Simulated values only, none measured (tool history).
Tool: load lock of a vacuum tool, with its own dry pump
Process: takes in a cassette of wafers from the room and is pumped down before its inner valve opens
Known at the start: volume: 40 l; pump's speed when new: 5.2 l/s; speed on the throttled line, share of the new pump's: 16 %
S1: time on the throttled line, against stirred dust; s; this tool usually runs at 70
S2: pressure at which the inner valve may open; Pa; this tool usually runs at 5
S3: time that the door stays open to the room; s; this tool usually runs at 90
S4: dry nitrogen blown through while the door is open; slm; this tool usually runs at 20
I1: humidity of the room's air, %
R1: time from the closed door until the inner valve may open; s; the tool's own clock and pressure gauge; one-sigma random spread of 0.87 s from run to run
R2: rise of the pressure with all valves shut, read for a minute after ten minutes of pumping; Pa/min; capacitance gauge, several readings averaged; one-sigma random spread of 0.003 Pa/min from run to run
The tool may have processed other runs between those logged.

run,day,S1,S2,S3,S4,I1,R1,R2
1,0.000,70,5,90,20,44.9,147.8,0.075
2,11.638,36,5,90,20,44.2,120.4,0.074
3,25.883,70,5,90,20,44.8,149.8,0.073
4,48.625,70,5,90,20,48.5,147.4,0.083
5,70.267,70,5,90,20,42.9,149.2,0.080
6,80.796,70,5,90,20,42.2,149.1,0.090
7,96.900,70,5,90,20,48.6,151.0,0.095
8,113.688,70,5,25,20,44.4,152.0,0.082
9,135.204,70,5,25,20,47.0,152.8,0.094
10,157.388,70,5,25,20,45.0,154.0,0.089
11,175.071,70,5,25,20,44.1,154.6,0.103
12,191.312,119,5,90,20,42.5,196.0,0.115
13,203.075,70,9,90,20,47.2,148.7,0.120
14,224.562,70,9,90,20,42.9,149.5,0.127
15,242.554,70,5,90,20,43.0,154.7,0.131
16,264.129,70,5,90,20,45.8,157.6,0.142
# day 277.725: dry pump taken out, an overhauled one fitted
17,277.725,70,5,90,20,50.5,136.8,0.147
18,300.125,70,5,90,20,45.7,135.3,0.152
19,320.267,70,5,55,13,44.7,137.4,0.152
20,335.421,70,5,55,13,46.4,137.6,0.153
21,353.396,70,9,55,13,47.8,131.9,0.162
22,376.233,70,6,32,13,42.9,135.9,0.159

Expected results for the next run?
23,390.125,70,7,52,21,41.1,?,?

Run 23 measured R1 135.5 s, R2 0.166 Pa/min.
With no hidden state in the tool, this same run would have given R1 132.4 s, R2 0.028 Pa/min.
